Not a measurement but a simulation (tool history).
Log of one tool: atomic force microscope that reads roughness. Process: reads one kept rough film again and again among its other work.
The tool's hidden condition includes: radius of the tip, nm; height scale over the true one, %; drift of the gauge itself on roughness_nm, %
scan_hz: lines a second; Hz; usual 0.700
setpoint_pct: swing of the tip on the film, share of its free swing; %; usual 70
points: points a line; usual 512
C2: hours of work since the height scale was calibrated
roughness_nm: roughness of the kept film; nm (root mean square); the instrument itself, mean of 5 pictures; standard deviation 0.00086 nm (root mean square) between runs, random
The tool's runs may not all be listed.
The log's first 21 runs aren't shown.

{"run": 22, "day": 5.425, "scan_hz": 0.525, "setpoint_pct": 87, "points": 320, "pictures with this tip": 19, "C2": 64, "roughness_nm": 0.9674}
{"run": 23, "day": 5.767, "scan_hz": 0.525, "setpoint_pct": 87, "points": 320, "pictures with this tip": 31, "C2": 68, "roughness_nm": 0.9665}
{"run": 24, "day": 5.992, "scan_hz": 0.525, "setpoint_pct": 87, "points": 320, "pictures with this tip": 38, "C2": 71, "roughness_nm": 0.9683}
{"run": 25, "day": 6.362, "scan_hz": 0.525, "setpoint_pct": 87, "points": 320, "pictures with this tip": 51, "C2": 75, "roughness_nm": 0.9668}
{"run": 26, "day": 6.608, "scan_hz": 0.525, "setpoint_pct": 87, "points": 320, "pictures with this tip": 59, "C2": 78, "roughness_nm": 0.9658}
{"run": 27, "day": 6.85, "scan_hz": 2.807, "setpoint_pct": 72, "points": 426, "pictures with this tip": 67, "C2": 80, "roughness_nm": 0.9286}
{"run": 28, "day": 7.004, "scan_hz": 0.939, "setpoint_pct": 59, "points": 517, "pictures with this tip": 73, "C2": 82, "roughness_nm": 0.9859}
{"run": 29, "day": 7.162, "scan_hz": 0.7, "setpoint_pct": 70, "points": 958, "pictures with this tip": 78, "C2": 84, "roughness_nm": 0.9804}
{"run": 30, "day": 7.479, "scan_hz": 0.7, "setpoint_pct": 70, "points": 958, "pictures with this tip": 89, "C2": 87, "roughness_nm": 0.9817}
{"run": 31, "day": 7.792, "scan_hz": 0.585, "setpoint_pct": 60, "points": 735, "pictures with this tip": 99, "C2": 91, "roughness_nm": 0.9899}
{"run": 32, "day": 8.171, "scan_hz": 1.681, "setpoint_pct": 80, "points": 323, "pictures with this tip": 112, "C2": 95, "roughness_nm": 0.9329}

Each row is a separate what-if for the run after 32, all from the same tool condition, not one after another. Results?
{"run": "A", "day": 8.492, "scan_hz": 3.557, "setpoint_pct": 63, "points": 546, "pictures with this tip": 123, "C2": 99, "roughness_nm": "?"}
{"run": "B", "day": 8.492, "scan_hz": 0.798, "setpoint_pct": 60, "points": 417, "pictures with this tip": 123, "C2": 99, "roughness_nm": "?"}
{"run": "C", "day": 8.492, "scan_hz": 1.474, "setpoint_pct": 84, "points": 951, "pictures with this tip": 123, "C2": 99, "roughness_nm": "?"}

run=A roughness_nm=0.9443
run=B roughness_nm=0.9854
run=C roughness_nm=0.9306
With no hidden state in the tool, these same runs would have given:
run=A roughness_nm=0.9454
run=B roughness_nm=0.9866
run=C roughness_nm=0.9317

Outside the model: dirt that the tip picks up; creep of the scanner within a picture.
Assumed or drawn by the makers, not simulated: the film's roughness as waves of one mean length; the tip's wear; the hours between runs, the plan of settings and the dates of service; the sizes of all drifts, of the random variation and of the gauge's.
